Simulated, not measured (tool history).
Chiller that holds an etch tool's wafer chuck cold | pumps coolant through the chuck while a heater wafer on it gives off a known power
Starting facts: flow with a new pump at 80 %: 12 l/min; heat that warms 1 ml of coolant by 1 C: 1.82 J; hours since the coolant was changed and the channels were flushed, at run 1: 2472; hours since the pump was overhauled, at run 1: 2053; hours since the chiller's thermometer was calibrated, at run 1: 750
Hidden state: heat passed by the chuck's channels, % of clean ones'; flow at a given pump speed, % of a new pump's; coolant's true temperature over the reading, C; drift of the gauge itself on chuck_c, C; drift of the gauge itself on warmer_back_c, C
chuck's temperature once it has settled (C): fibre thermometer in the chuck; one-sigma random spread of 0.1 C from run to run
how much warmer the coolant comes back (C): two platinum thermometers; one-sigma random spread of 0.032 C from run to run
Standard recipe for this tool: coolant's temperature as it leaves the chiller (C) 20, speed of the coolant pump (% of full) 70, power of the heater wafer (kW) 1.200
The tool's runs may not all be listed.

run    hour  coolant's temperature as it leaves the chiller (C)  speed of the coolant pump (% of full)  power of the heater wafer (kW)  hours since the coolant was changed and the channels were flushed  hours since the pump was overhauled  hours since the chiller's thermometer was calibrated  chuck's temperature once it has settled (C)  how much warmer the coolant comes back (C)
  1     0.0                                                  20                                     70                           1.200                                                               2472                                 2053                                                   750                                         32.8                                        3.97
  2    59.3                                                  20                                     70                           1.200                                                               2531                                 2112                                                   809                                         32.8                                        3.94
  3   108.2                                                  20                                     70                           1.200                                                               2580                                 2161                                                   858                                         32.9                                        3.91
  4   170.6                                                  21                                     70                           1.200                                                               2643                                 2224                                                   920                                         34.0                                        3.99
  5   228.1                                                  21                                     70                           1.200                                                               2700                                 2281                                                   978                                         33.9                                        3.91
  6   258.9                                                  20                                     90                           1.200                                                               2731                                 2312                                                  1009                                         30.9                                        3.04
  7   287.3                                                  20                                     90                           1.200                                                               2759                                 2340                                                  1037                                         30.9                                        3.00
  8   338.9                                                  20                                     90                           1.200                                                               2811                                 2392                                                  1089                                         30.9                                        3.02
  9   387.2                                                  20                                     90                           1.200                                                               2859                                 2440                                                  1137                                         30.9                                        3.01
 10   416.9                                                  20                                     88                           1.200                                                               2889                                 2470                                                  1167                                         31.0                                        3.05
 11   453.6                                                  11                                     70                           1.200                                                               2926                                 2507                                                  1203                                         24.0                                        3.92
 12   490.2                                                  20                                     70                           1.200                                                               2962                                 2543                                                  1240                                         32.7                                        3.96
 13   546.2                                                  20                                     70                           1.200                                                               3018                                 2599                                                  1296                                         32.9                                        3.91
 14   597.3                                                  20                                     70                           1.200                                                               3070                                 2650                                                  1347                                         33.0                                        3.89
 15   633.7                                                  20                                     70                           1.200                                                               3106                                 2687                                                  1383                                         32.8                                        3.98
 16   663.5                                                  20                                     70                           1.200                                                               3136                                 2717                                                  1413                                         32.8                                        3.89
 17   711.6                                                  15                                     70                           0.842                                                               3184                                 2765                                                  1461                                         24.0                                        2.77
      719.1  -- coolant pump overhauled
 18   749.4                                                  16                                     70                           1.354                                                               3217                                   30                                                  1494                                         30.8                                        4.54
 19   811.4                                                  18                                     95                           0.806                                                               3279                                   92                                                  1556                                         25.1                                        1.91
 20   856.7                                                  18                                     70                           0.741                                                               3324                                  138                                                  1601                                         25.9                                        2.49
 21   915.1                                                  10                                     70                           0.756                                                               3382                                  196                                                  1660                                         18.3                                        2.54
 22   962.7                                                  24                                     64                           1.200                                                               3430                                  244                                                  1707                                         37.9                                        4.41
 23  1007.1                                                  24                                     64                           1.200                                                               3474                                  288                                                  1752                                         38.0                                        4.40
 24  1056.4                                                  28                                     70                           0.681                                                               3524                                  337                                                  1801                                         35.3                                        2.29
     1095.2  -- coolant pump overhauled, once more
 25  1105.1                                                  28                                     70                           0.681                                                               3567                                   10                                                  1845                                         34.9                                        2.11
 26  1165.4                                                  18                                     70                           0.968                                                               3628                                   70                                                  1905                                         28.0                                        3.02
 27  1193.0                                                  18                                     70                           0.968                                                               3655                                   98                                                  1933                                         28.0                                        2.97
 28  1230.7                                                  20                                     77                           1.200                                                               3693                                  136                                                  1970                                         31.7                                        3.39
 29  1263.8                                                  20                                     77                           1.200                                                               3726                                  169                                                  2004                                         31.9                                        3.40
 30  1314.1                                                  19                                     77                           1.456                                                               3776                                  219                                                  2054                                         33.4                                        4.16
 31  1361.7                                                  11                                     70                           1.164                                                               3824                                  267                                                  2101                                         23.1                                        3.64

Selected run-to-run steps in chuck's temperature once it has settled (C), each split into two signed amounts: the part the tool would show with no hidden state at all (from settings, incoming material and random variation), and the remainder, which goes to the hidden state together with any gauge scatter not common to the measured and the hidden-state-free results:
Run 16 -> 17: coolant's temperature as it leaves the chiller (C) 20 -> 15, power of the heater wafer (kW) 1.200 -> 0.842. chuck's temperature once it has settled (C) -8.8: hidden state -0.2, all else -8.6.
Run 17 -> 18: coolant's temperature as it leaves the chiller (C) 15 -> 16, power of the heater wafer (kW) 0.842 -> 1.354, coolant pump overhauled. chuck's temperature once it has settled (C) +6.8: hidden state +0.6, all else +6.2.
Run 18 -> 19: coolant's temperature as it leaves the chiller (C) 16 -> 18, speed of the coolant pump (% of full) 70 -> 95, power of the heater wafer (kW) 1.354 -> 0.806. chuck's temperature once it has settled (C) -5.7: hidden state -0.6, all else -5.1.
Run 21 -> 22: coolant's temperature as it leaves the chiller (C) 10 -> 24, speed of the coolant pump (% of full) 70 -> 64, power of the heater wafer (kW) 0.756 -> 1.200. chuck's temperature once it has settled (C) +19.6: hidden state +0.4, all else +19.2.
Run 23 -> 24: coolant's temperature as it leaves the chiller (C) 24 -> 28, speed of the coolant pump (% of full) 64 -> 70, power of the heater wafer (kW) 1.200 -> 0.681. chuck's temperature once it has settled (C) -2.7: hidden state -0.6, all else -2.1.
Run 30 -> 31: coolant's temperature as it leaves the chiller (C) 19 -> 11, speed of the coolant pump (% of full) 77 -> 70, power of the heater wafer (kW) 1.456 -> 1.164. chuck's temperature once it has settled (C) -10.3: hidden state -0.2, all else -10.1.
